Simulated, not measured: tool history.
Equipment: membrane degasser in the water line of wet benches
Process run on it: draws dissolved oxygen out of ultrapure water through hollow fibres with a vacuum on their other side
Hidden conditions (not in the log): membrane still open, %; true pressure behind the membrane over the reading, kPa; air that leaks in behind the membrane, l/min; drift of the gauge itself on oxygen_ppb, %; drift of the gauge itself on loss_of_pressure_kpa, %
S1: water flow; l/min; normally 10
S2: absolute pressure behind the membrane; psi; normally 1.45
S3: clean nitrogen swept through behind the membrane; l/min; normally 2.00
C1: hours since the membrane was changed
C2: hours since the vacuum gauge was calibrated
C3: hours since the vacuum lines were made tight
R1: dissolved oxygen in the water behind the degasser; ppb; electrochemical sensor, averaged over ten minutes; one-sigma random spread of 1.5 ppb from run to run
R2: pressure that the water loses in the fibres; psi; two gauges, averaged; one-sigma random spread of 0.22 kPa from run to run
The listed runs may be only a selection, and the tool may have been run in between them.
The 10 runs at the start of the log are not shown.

{"run": 11, "hour": 775.1, "S1": 9, "S2": 1.45, "S3": 2.0, "C1": 2831, "C2": 2831, "C3": 1955, "R1": 130.4, "R2": 7.101}
{"run": 12, "hour": 841.8, "S1": 9, "S2": 1.45, "S3": 2.0, "C1": 2897, "C2": 2897, "C3": 2022, "R1": 131.4, "R2": 7.04}
{"run": 13, "hour": 898.6, "S1": 9, "S2": 1.45, "S3": 3.7, "C1": 2954, "C2": 2954, "C3": 2079, "R1": 99.1, "R2": 7.082}
{"run": 14, "hour": 959.8, "S1": 9, "S2": 1.45, "S3": 3.7, "C1": 3015, "C2": 3015, "C3": 2140, "R1": 97.2, "R2": 7.036}
{"run": 15, "hour": 1048.5, "S1": 9, "S2": 1.45, "S3": 3.7, "C1": 3104, "C2": 3104, "C3": 2228, "R1": 98.0, "R2": 7.091}
{"run": 16, "hour": 1141.3, "S1": 10, "S2": 1.52, "S3": 2.0, "C1": 3197, "C2": 3197, "C3": 2321, "R1": 156.5, "R2": 7.862}
{"run": 17, "hour": 1230.6, "S1": 10, "S2": 1.52, "S3": 2.0, "C1": 3286, "C2": 3286, "C3": 2410, "R1": 157.1, "R2": 7.948}
{"run": 18, "hour": 1303.6, "S1": 15, "S2": 1.52, "S3": 2.64, "C1": 3359, "C2": 3359, "C3": 2483, "R1": 224.5, "R2": 11.783}
{"run": 19, "hour": 1396.6, "S1": 10, "S2": 1.41, "S3": 2.64, "C1": 3452, "C2": 3452, "C3": 2577, "R1": 126.7, "R2": 7.899}
{"run": 20, "hour": 1459.7, "S1": 10, "S2": 1.41, "S3": 4.7, "C1": 3515, "C2": 3515, "C3": 2640, "R1": 103.6, "R2": 7.881}
{"hour": 1487.0, "done": "vacuum gauge calibrated"}
{"run": 21, "hour": 1534.4, "S1": 10, "S2": 1.41, "S3": 1.1, "C1": 3589, "C2": 47, "C3": 2714, "R1": 209.6, "R2": 7.878}
{"run": 22, "hour": 1582.9, "S1": 10, "S2": 1.41, "S3": 1.1, "C1": 3638, "C2": 96, "C3": 2762, "R1": 206.5, "R2": 7.886}
{"run": 23, "hour": 1677.5, "S1": 10, "S2": 1.41, "S3": 1.1, "C1": 3732, "C2": 191, "C3": 2857, "R1": 202.6, "R2": 7.86}
{"run": 24, "hour": 1758.6, "S1": 9, "S2": 2.61, "S3": 0.96, "C1": 3814, "C2": 272, "C3": 2938, "R1": 371.1, "R2": 7.085}
{"run": 25, "hour": 1839.2, "S1": 9, "S2": 2.61, "S3": 0.96, "C1": 3894, "C2": 352, "C3": 3019, "R1": 366.6, "R2": 7.047}
{"run": 26, "hour": 1947.9, "S1": 10, "S2": 3.63, "S3": 2.0, "C1": 4003, "C2": 461, "C3": 3127, "R1": 322.7, "R2": 7.894}
{"run": 27, "hour": 1992.7, "S1": 10, "S2": 1.45, "S3": 2.36, "C1": 4048, "C2": 506, "C3": 3172, "R1": 138.1, "R2": 7.918}
{"run": 28, "hour": 2093.1, "S1": 13, "S2": 0.88, "S3": 3.14, "C1": 4148, "C2": 606, "C3": 3273, "R1": 131.7, "R2": 10.256}
{"run": 29, "hour": 2175.5, "S1": 12, "S2": 0.88, "S3": 3.14, "C1": 4230, "C2": 689, "C3": 3355, "R1": 118.8, "R2": 9.471}
{"run": 30, "hour": 2278.9, "S1": 12, "S2": 0.88, "S3": 3.14, "C1": 4334, "C2": 792, "C3": 3458, "R1": 118.3, "R2": 9.42}
{"run": 31, "hour": 2345.4, "S1": 12, "S2": 0.88, "S3": 3.14, "C1": 4400, "C2": 858, "C3": 3525, "R1": 119.9, "R2": 9.496}
{"run": 32, "hour": 2429.8, "S1": 10, "S2": 1.45, "S3": 5.77, "C1": 4485, "C2": 943, "C3": 3609, "R1": 96.3, "R2": 7.828}
{"run": 33, "hour": 2488.5, "S1": 10, "S2": 1.45, "S3": 5.77, "C1": 4543, "C2": 1002, "C3": 3668, "R1": 98.0, "R2": 7.896}

Predict each of these 3 candidate next runs independently; none follows another, all start after run 33:
{"run": "A", "hour": 2577.2, "S1": 9, "S2": 1.02, "S3": 1.76, "C1": 4632, "C2": 1090, "C3": 3757, "R1": "?", "R2": "?"}
{"run": "B", "hour": 2577.2, "S1": 8, "S2": 2.99, "S3": 0.92, "C1": 4632, "C2": 1090, "C3": 3757, "R1": "?", "R2": "?"}
{"run": "C", "hour": 2577.2, "S1": 10, "S2": 3.35, "S3": 1.22, "C1": 4632, "C2": 1090, "C3": 3757, "R1": "?", "R2": "?"}

run=A R1=103.1 R2=7.063
run=B R1=387.6 R2=6.305
run=C R1=434.2 R2=7.855
What these runs would have given with no unlogged condition in the tool:
run=A R1=102.9 R2=7.059
run=B R1=387.3 R2=6.300
run=C R1=433.9 R2=7.849
